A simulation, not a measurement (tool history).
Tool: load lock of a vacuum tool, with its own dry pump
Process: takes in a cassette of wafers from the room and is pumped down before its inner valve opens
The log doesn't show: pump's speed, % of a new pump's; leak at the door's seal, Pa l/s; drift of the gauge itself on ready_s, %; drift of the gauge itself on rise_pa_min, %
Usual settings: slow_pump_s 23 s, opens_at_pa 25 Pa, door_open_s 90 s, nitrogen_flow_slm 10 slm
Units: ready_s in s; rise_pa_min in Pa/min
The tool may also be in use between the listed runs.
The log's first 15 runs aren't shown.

run      day  slow_pump_s  opens_at_pa  door_open_s  nitrogen_flow_slm  hours that the pump has run since its overhaul  times that the door has closed on its seal  incoming humidity of the room's air, %  ready_s  rise_pa_min
 16  117.325           23           25           90                 19                                           11297                                       12977                                    41.1     38.9        0.052
 17  123.012           23           25          228                 10                                           11433                                       13271                                    44.7     38.3        0.127
 18  132.983           23           25           90                 10                                           11673                                       13787                                    46.1     38.7        0.084
 19  139.575           23           37           95                 26                                           11831                                       14128                                    42.9     37.3        0.052
 20  145.608           23           37           95                 26                                           11976                                       14441                                    42.0     37.1        0.052
 21  155.625           23           37           95                 26                                           12216                                       14959                                    44.1     37.0        0.051
 22  163.254           14           22           47                 26                                           12399                                       15354                                    42.6     31.1        0.036
 23  168.529           14           22           47                 26                                           12526                                       15627                                    44.7     31.6        0.035
 24  177.700           14           22           47                 26                                           12746                                       16102                                    44.7     31.5        0.040
 25  186.567           23           25           73                 10                                           12959                                       16561                                    45.6     38.3        0.068
 26  191.900           35           21           66                  7                                           13087                                       16837                                    46.7     48.2        0.074
 27  201.692           35           21           66                  7                                           13322                                       17344                                    42.9     48.1        0.071
 28  207.454           35           21           66                  7                                           13460                                       17642                                    45.6     48.1        0.072
 29  213.471           23           37           97                 12                                           13604                                       17954                                    45.4     37.6        0.076
 30  220.338           23           37           97                 12                                           13769                                       18309                                    42.8     37.1        0.070
 31  228.433           23           37           97                 12                                           13963                                       18728                                    43.1     37.3        0.077
 32  233.154           26           33          217                 10                                           14077                                       18972                                    43.7     40.4        0.122
 33  239.567           13           35          217                  5                                           14231                                       19304                                    45.5     29.5        0.158
 34  244.096           13           35          217                  5                                           14339                                       19539                                    43.5     29.6        0.151
 35  250.929           13           35           33                  5                                           14503                                       19893                                    45.6     29.2        0.057

Forecast each of these 3 alternatives for the next run:
  A  259.421           18           35          197                  5                                           14707                                       20332                                    45.0        ?            ?
  B  259.421           13           35          154                  5                                           14707                                       20332                                    44.7        ?            ?
  C  259.421           43           25          238                 36                                           14707                                       20332                                    47.1        ?            ?

run  ready_s  rise_pa_min
  A     33.0        0.145
  B     29.2        0.121
  C     54.1        0.073
Without the tool's hidden state the same runs would have given:
run  ready_s  rise_pa_min
  A     33.0        0.145
  B     29.2        0.120
  C     54.0        0.073
